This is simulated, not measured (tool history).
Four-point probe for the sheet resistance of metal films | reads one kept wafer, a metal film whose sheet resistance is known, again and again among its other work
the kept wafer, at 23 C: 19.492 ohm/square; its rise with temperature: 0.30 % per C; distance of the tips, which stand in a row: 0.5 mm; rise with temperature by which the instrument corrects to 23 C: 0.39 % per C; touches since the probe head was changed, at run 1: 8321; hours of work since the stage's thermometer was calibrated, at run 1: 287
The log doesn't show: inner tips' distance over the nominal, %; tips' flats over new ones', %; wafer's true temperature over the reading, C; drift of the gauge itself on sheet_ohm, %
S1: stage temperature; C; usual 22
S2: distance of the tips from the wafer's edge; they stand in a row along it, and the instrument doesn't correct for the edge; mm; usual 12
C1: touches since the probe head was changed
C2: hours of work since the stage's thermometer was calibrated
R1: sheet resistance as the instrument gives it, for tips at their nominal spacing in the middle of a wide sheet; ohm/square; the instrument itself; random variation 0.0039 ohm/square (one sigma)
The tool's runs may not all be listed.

run 1 hour=0 | S1=22 S2=12 | C1=8321 C2=287 | R1=19.526366
run 2 hour=118.7 | S1=22 S2=12 | C1=12836 C2=369 | R1=19.534312
run 3 hour=237.1 | S1=22 S2=12 | C1=17338 C2=451 | R1=19.527145
run 4 hour=331.4 | S1=22 S2=12 | C1=20924 C2=516 | R1=19.528788
run 5 hour=447.8 | S1=22 S2=12 | C1=25350 C2=597 | R1=19.524313
run 6 hour=552.8 | S1=22 S2=12 | C1=29343 C2=669 | R1=19.542384
run 7 hour=643.7 | S1=22 S2=12 | C1=32800 C2=732 | R1=19.528588
run 8 hour=782.8 | S1=22 S2=6 | C1=38090 C2=828 | R1=19.585464
run 9 hour=920.5 | S1=22 S2=12 | C1=43325 C2=923 | R1=19.531685
run 10 hour=985.6 | S1=32 S2=12 | C1=45804 C2=968 | R1=19.346264
run 11 hour=1078.6 | S1=32 S2=12 | C1=49339 C2=1032 | R1=19.338766
run 12 hour=1189.4 | S1=32 S2=12 | C1=53552 C2=1109 | R1=19.344703
run 13 hour=1336.8 | S1=22 S2=12 | C1=59158 C2=1211 | R1=19.532568
run 14 hour=1422.9 | S1=22 S2=12 | C1=62431 C2=1270 | R1=19.530523
run 15 hour=1513.3 | S1=22 S2=12 | C1=65870 C2=1333 | R1=19.519
run 16 hour=1604.7 | S1=22 S2=12 | C1=69344 C2=1396 | R1=19.532347
run 17 hour=1683.8 | S1=21 S2=12 | C1=72354 C2=1450 | R1=19.542751
run 18 hour=1824 | S1=21 S2=12 | C1=77684 C2=1547 | R1=19.541503
run 19 hour=1949.9 | S1=19 S2=9 | C1=82472 C2=1634 | R1=19.604071
run 20 hour=2046.3 | S1=33 S2=12 | C1=86139 C2=1701 | R1=19.326728
run 21 hour=2137.8 | S1=24 S2=11 | C1=89617 C2=1764 | R1=19.492734
run 22 hour=2264 | S1=26 S2=33 | C1=94419 C2=1851 | R1=19.447249
run 23 hour=2386 | S1=34 S2=8 | C1=99056 C2=1936 | R1=19.336522
run 24 hour=2519.4 | S1=25 S2=8 | C1=104130 C2=2028 | R1=19.487477
run 25 hour=2609.6 | S1=25 S2=8 | C1=107562 C2=2090 | R1=19.489443
run 26 hour=2688.9 | S1=28 S2=40 | C1=110575 C2=2145 | R1=19.404915
run 27 hour=2808.5 | S1=22 S2=29 | C1=115124 C2=2227 | R1=19.517093
run 28 hour=2898.5 | S1=22 S2=29 | C1=118548 C2=2290 | R1=19.514507
run 29 hour=2988.8 | S1=22 S2=29 | C1=121982 C2=2352 | R1=19.509164
run 30 hour=3065.6 | S1=22 S2=28 | C1=124901 C2=2405 | R1=19.515831
run 31 hour=3191.6 | S1=19 S2=7 | C1=129693 C2=2492 | R1=19.624375
-- hour=3250 stage's thermometer calibrated
run 32 hour=3299 | S1=19 S2=7 | C1=133759 C2=34 | R1=19.627522
run 33 hour=3401.9 | S1=19 S2=7 | C1=137671 C2=105 | R1=19.61476
run 34 hour=3503.1 | S1=24 S2=29 | C1=141519 C2=175 | R1=19.469447
-- hour=3526.4 new probe head fitted
run 35 hour=3622.3 | S1=25 S2=9 | C1=3648 C2=257 | R1=19.492429

Forecast each of these 3 alternatives for the next run:
run A hour=3690.6 | S1=22 S2=6 | C1=6244 C2=304 | R1=?
run B hour=3690.6 | S1=25 S2=10 | C1=6244 C2=304 | R1=?
run C hour=3690.6 | S1=18 S2=9 | C1=6244 C2=304 | R1=?

run=A R1=19.585275
run=B R1=19.475223
run=C R1=19.617718
Without the tool's hidden state the same runs would have given:
run=A R1=19.584488
run=B R1=19.47444
run=C R1=19.61693
